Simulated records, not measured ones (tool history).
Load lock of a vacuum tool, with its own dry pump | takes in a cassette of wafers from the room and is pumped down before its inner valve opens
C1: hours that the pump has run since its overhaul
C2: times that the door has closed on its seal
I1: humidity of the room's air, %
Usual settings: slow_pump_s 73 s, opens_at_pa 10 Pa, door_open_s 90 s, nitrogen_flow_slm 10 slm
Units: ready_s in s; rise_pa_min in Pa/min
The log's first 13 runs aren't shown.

Run 14, hour 1721: usual settings but opens_at_pa 7 Pa; C1 8923; C2 28045; I1 44.1. Result: ready_s 182.5 s, rise_pa_min 0.208 Pa/min.
Run 15, hour 1807.1: usual settings but slow_pump_s 45 s; C1 9009; C2 28417; I1 47.1. Result: ready_s 158.4 s, rise_pa_min 0.215 Pa/min.
Run 16, hour 1938: usual settings; C1 9140; C2 28982; I1 44.4. Result: ready_s 179.4 s, rise_pa_min 0.213 Pa/min.
Run 17, hour 2139.7: usual settings but slow_pump_s 71 s; C1 9342; C2 29853; I1 43.8. Result: ready_s 178.6 s, rise_pa_min 0.224 Pa/min.
Run 18, hour 2222.7: usual settings but slow_pump_s 71 s; C1 9425; C2 30211; I1 44.2. Result: ready_s 176.3 s, rise_pa_min 0.227 Pa/min.
Run 19, hour 2377.4: usual settings; C1 9579; C2 30880; I1 42.3. Result: ready_s 178.2 s, rise_pa_min 0.232 Pa/min.
Run 20, hour 2498.6: usual settings but slow_pump_s 125 s, opens_at_pa 16 Pa, door_open_s 108 s, nitrogen_flow_slm 4 slm; C1 9701; C2 31403; I1 44. Result: ready_s 212.1 s, rise_pa_min 0.245 Pa/min.
Run 21, hour 2589.3: usual settings but slow_pump_s 61 s, opens_at_pa 18 Pa, door_open_s 108 s, nitrogen_flow_slm 4 slm; C1 9791; C2 31794; I1 45.7. Result: ready_s 161.8 s, rise_pa_min 0.258 Pa/min.
Run 22, hour 2773.9: usual settings but slow_pump_s 61 s, opens_at_pa 18 Pa, door_open_s 239 s, nitrogen_flow_slm 4 slm; C1 9976; C2 32592; I1 48.7. Result: ready_s 163.5 s, rise_pa_min 0.302 Pa/min.
Run 23, hour 2951: usual settings but slow_pump_s 61 s, opens_at_pa 18 Pa, door_open_s 239 s, nitrogen_flow_slm 4 slm; C1 10153; C2 33356; I1 45.8. Result: ready_s 163.3 s, rise_pa_min 0.296 Pa/min.
Run 24, hour 3122.2: usual settings but slow_pump_s 125 s, opens_at_pa 18 Pa, door_open_s 52 s, nitrogen_flow_slm 5 slm; C1 10324; C2 34096; I1 45.5. Result: ready_s 212.3 s, rise_pa_min 0.249 Pa/min.
Run 25, hour 3292.2: usual settings but slow_pump_s 125 s, opens_at_pa 18 Pa, door_open_s 52 s, nitrogen_flow_slm 5 slm; C1 10494; C2 34830; I1 46.3. Result: ready_s 208.8 s, rise_pa_min 0.259 Pa/min.
Run 26, hour 3458.3: usual settings but slow_pump_s 125 s, opens_at_pa 13 Pa, door_open_s 52 s, nitrogen_flow_slm 33 slm; C1 10660; C2 35547; I1 47.9. Result: ready_s 215.5 s, rise_pa_min 0.252 Pa/min.
Run 27, hour 3581.9: usual settings but slow_pump_s 92 s, opens_at_pa 13 Pa, door_open_s 52 s, nitrogen_flow_slm 33 slm; C1 10784; C2 36081; I1 43.6. Result: ready_s 192.4 s, rise_pa_min 0.255 Pa/min.
Run 28, hour 3735.9: usual settings but slow_pump_s 92 s, opens_at_pa 13 Pa, door_open_s 52 s, nitrogen_flow_slm 33 slm; C1 10938; C2 36746; I1 41.4. Result: ready_s 190.8 s, rise_pa_min 0.258 Pa/min.
Run 29, hour 3835.2: usual settings but slow_pump_s 77 s, door_open_s 58 s; C1 11037; C2 37174; I1 50. Result: ready_s 184.4 s, rise_pa_min 0.289 Pa/min.
Run 30, hour 3986.9: usual settings but slow_pump_s 85 s, opens_at_pa 15 Pa, door_open_s 58 s; C1 11189; C2 37830; I1 45. Result: ready_s 183.5 s, rise_pa_min 0.283 Pa/min.
Run 31, hour 4150.8: usual settings but slow_pump_s 75 s, opens_at_pa 12 Pa, door_open_s 152 s; C1 11353; C2 38538; I1 43.5. Result: ready_s 181.8 s, rise_pa_min 0.316 Pa/min.
Run 32, hour 4326.8: usual settings but slow_pump_s 75 s, opens_at_pa 18 Pa, door_open_s 152 s; C1 11529; C2 39297; I1 45.9. Result: ready_s 174.6 s, rise_pa_min 0.328 Pa/min.
Run 33, hour 4473.6: usual settings but slow_pump_s 75 s, opens_at_pa 18 Pa, door_open_s 152 s; C1 11676; C2 39931; I1 44.8. Result: ready_s 174 s, rise_pa_min 0.332 Pa/min.
Run 34, hour 4605.5: usual settings but opens_at_pa 15 Pa, door_open_s 58 s, nitrogen_flow_slm 9 slm; C1 11807; C2 40501; I1 46.2. Result: ready_s 174.7 s, rise_pa_min 0.317 Pa/min.
Run 35, hour 4784.2: usual settings but opens_at_pa 15 Pa, door_open_s 58 s, nitrogen_flow_slm 9 slm; C1 11986; C2 41272; I1 48.6. Result: ready_s 175.8 s, rise_pa_min 0.329 Pa/min.
Run 36, hour 4941.9: usual settings but nitrogen_flow_slm 7 slm; C1 12144; C2 41953; I1 39.4. Result: ready_s 183.1 s, rise_pa_min 0.348 Pa/min.
Run 37, hour 5139.9: usual settings but slow_pump_s 97 s, opens_at_pa 19 Pa, door_open_s 122 s, nitrogen_flow_slm 7 slm; C1 12342; C2 42808; I1 47.2. Result: ready_s 190.3 s, rise_pa_min 0.359 Pa/min.

Forecast each of these 4 alternatives for the next run:
Run A, hour 5335.1: usual settings but slow_pump_s 60 s, opens_at_pa 12 Pa, door_open_s 122 s, nitrogen_flow_slm 7 slm; C1 12537; C2 43651; I1 44.6. Result: ready_s ?, rise_pa_min ?.
Run B, hour 5335.1: usual settings but slow_pump_s 97 s, opens_at_pa 19 Pa, door_open_s 113 s, nitrogen_flow_slm 7 slm; C1 12537; C2 43651; I1 43.4. Result: ready_s ?, rise_pa_min ?.
Run C, hour 5335.1: usual settings but slow_pump_s 97 s, opens_at_pa 12 Pa, door_open_s 122 s, nitrogen_flow_slm 7 slm; C1 12537; C2 43651; I1 43.4. Result: ready_s ?, rise_pa_min ?.
Run D, hour 5335.1: usual settings but slow_pump_s 76 s, opens_at_pa 8 Pa, nitrogen_flow_slm 15 slm; C1 12537; C2 43651; I1 47.4. Result: ready_s ?, rise_pa_min ?.

run  ready_s  rise_pa_min
  A    170.8        0.356
  B    188.9        0.356
  C    197.4        0.363
  D    189.6        0.353
Without the tool's hidden state the same runs would have given:
run  ready_s  rise_pa_min
  A    162.4        0.052
  B    182.1        0.052
  C    189.8        0.057
  D    181.1        0.045
